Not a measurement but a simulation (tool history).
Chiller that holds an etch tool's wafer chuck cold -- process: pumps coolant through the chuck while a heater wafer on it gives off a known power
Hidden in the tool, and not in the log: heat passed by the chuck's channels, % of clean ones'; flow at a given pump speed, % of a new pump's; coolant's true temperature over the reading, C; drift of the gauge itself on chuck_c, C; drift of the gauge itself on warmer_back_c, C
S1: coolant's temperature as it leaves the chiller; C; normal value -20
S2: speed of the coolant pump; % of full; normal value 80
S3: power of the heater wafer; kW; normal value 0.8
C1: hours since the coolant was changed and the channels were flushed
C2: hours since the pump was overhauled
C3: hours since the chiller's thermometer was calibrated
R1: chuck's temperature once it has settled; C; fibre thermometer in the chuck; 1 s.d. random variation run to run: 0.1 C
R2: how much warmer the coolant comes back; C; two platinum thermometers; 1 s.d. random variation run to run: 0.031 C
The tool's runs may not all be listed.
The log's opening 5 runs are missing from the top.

Run 6, hour 197.8: usual settings; C1 1871; C2 2504; C3 2181. Result: R1 -11.9 C, R2 1.94 C.
Run 7, hour 260.2: usual settings but S3 0.405 kW; C1 1934; C2 2567; C3 2244. Result: R1 -15.7 C, R2 0.95 C.
Run 8, hour 321.5: usual settings but S3 0.405 kW; C1 1995; C2 2628; C3 2305. Result: R1 -15.9 C, R2 1 C.
Run 9, hour 368.4: usual settings but S3 0.405 kW; C1 2042; C2 2675; C3 2352. Result: R1 -15.8 C, R2 1.01 C.
Run 10, hour 400.6: usual settings; C1 2074; C2 2707; C3 2384. Result: R1 -11.8 C, R2 1.92 C.
Run 11, hour 463.3: usual settings; C1 2137; C2 2770; C3 2447. Result: R1 -11.8 C, R2 1.94 C.
Run 12, hour 523.1: usual settings; C1 2196; C2 2830; C3 2507. Result: R1 -12 C, R2 1.89 C.
Run 13, hour 582.5: usual settings; C1 2256; C2 2889; C3 2566. Result: R1 -11.6 C, R2 1.9 C.
Run 14, hour 616.2: usual settings; C1 2290; C2 2923; C3 2600. Result: R1 -11.8 C, R2 1.98 C.
Run 15, hour 679.2: usual settings; C1 2353; C2 2986; C3 2663. Result: R1 -11.6 C, R2 1.95 C.
Run 16, hour 721.2: usual settings; C1 2395; C2 3028; C3 2705. Result: R1 -11.6 C, R2 1.89 C.
Run 17, hour 771.9: usual settings but S1 -14 C, S2 94 % of full, S3 0.481 kW; C1 2445; C2 3078; C3 2755. Result: R1 -9.3 C, R2 0.99 C.
Run 18, hour 824.4: usual settings but S1 -23 C, S2 64 % of full, S3 0.481 kW; C1 2498; C2 3131; C3 2808. Result: R1 -16.8 C, R2 1.47 C.
Run 19, hour 870.6: usual settings but S1 -11 C, S2 72 % of full, S3 1.142 kW; C1 2544; C2 3177; C3 2854. Result: R1 1.7 C, R2 3.07 C.
Run 20, hour 931: usual settings but S1 -24 C, S2 72 % of full, S3 1.111 kW; C1 2604; C2 3238; C3 2915. Result: R1 -11.8 C, R2 3.03 C.
Run 21, hour 964.3: usual settings but S1 -30 C, S2 78 % of full, S3 0.836 kW; C1 2638; C2 3271; C3 2948. Result: R1 -20.9 C, R2 2.1 C.
Run 22, hour 992.5: usual settings but S1 -14 C, S2 61 % of full; C1 2666; C2 3299; C3 2976. Result: R1 -4 C, R2 2.59 C.
Run 23, hour 1054.4: usual settings but S1 -12 C, S3 0.514 kW; C1 2728; C2 3361; C3 3038. Result: R1 -6.6 C, R2 1.31 C.
Run 24, hour 1104.8: usual settings but S1 -28 C, S2 84 % of full, S3 1.088 kW; C1 2778; C2 3411; C3 3088. Result: R1 -17 C, R2 2.53 C.
Run 25, hour 1160.7: usual settings but S1 -28 C, S2 84 % of full, S3 1.088 kW; C1 2834; C2 3467; C3 3144. Result: R1 -16.9 C, R2 2.53 C.
Run 26, hour 1189.9: usual settings but S1 -12 C, S3 1.088 kW; C1 2863; C2 3496; C3 3174. Result: R1 -0.6 C, R2 2.64 C.
Run 27, hour 1230.9: usual settings but S1 -12 C, S3 1.088 kW; C1 2904; C2 3537; C3 3214. Result: R1 -0.5 C, R2 2.64 C.
Run 28, hour 1286.1: usual settings but S2 66 % of full, S3 0.463 kW; C1 2959; C2 3593; C3 3270. Result: R1 -14.1 C, R2 1.4 C.
Run 29, hour 1350.4: usual settings but S1 -18 C, S2 73 % of full, S3 0.463 kW; C1 3024; C2 3657; C3 3334. Result: R1 -12.4 C, R2 1.26 C.
Run 30, hour 1396.8: usual settings but S1 -16 C, S2 73 % of full, S3 0.496 kW; C1 3070; C2 3703; C3 3380. Result: R1 -10.1 C, R2 1.34 C.

What if the next run were any one of these 5? Each begins from the tool's condition after run 30:
Run A, hour 1443.2: usual settings but S1 -24 C, S2 73 % of full, S3 0.817 kW; C1 3117; C2 3750; C3 3427. Result: R1 ?, R2 ?.
Run B, hour 1443.2: usual settings but S1 -25 C, S2 77 % of full, S3 0.434 kW; C1 3117; C2 3750; C3 3427. Result: R1 ?, R2 ?.
Run C, hour 1443.2: usual settings but S1 -21 C, S2 85 % of full, S3 0.531 kW; C1 3117; C2 3750; C3 3427. Result: R1 ?, R2 ?.
Run D, hour 1443.2: usual settings but S1 -22 C, S2 63 % of full, S3 0.42 kW; C1 3117; C2 3750; C3 3427. Result: R1 ?, R2 ?.
Run E, hour 1443.2: usual settings but S1 -15 C; C1 3117; C2 3750; C3 3427. Result: R1 ?, R2 ?.

run     R1    R2
  A  -14.4  2.24
  B  -19.7  1.13
  C  -15.2  1.24
  D  -16.4  1.31
  E   -6.4  1.91
Without the tool's hidden state the same runs would have given:
run     R1    R2
  A  -16.2  2.11
  B  -20.9  1.07
  C  -16.5  1.17
  D  -17.6  1.23
  E   -8.1  1.79
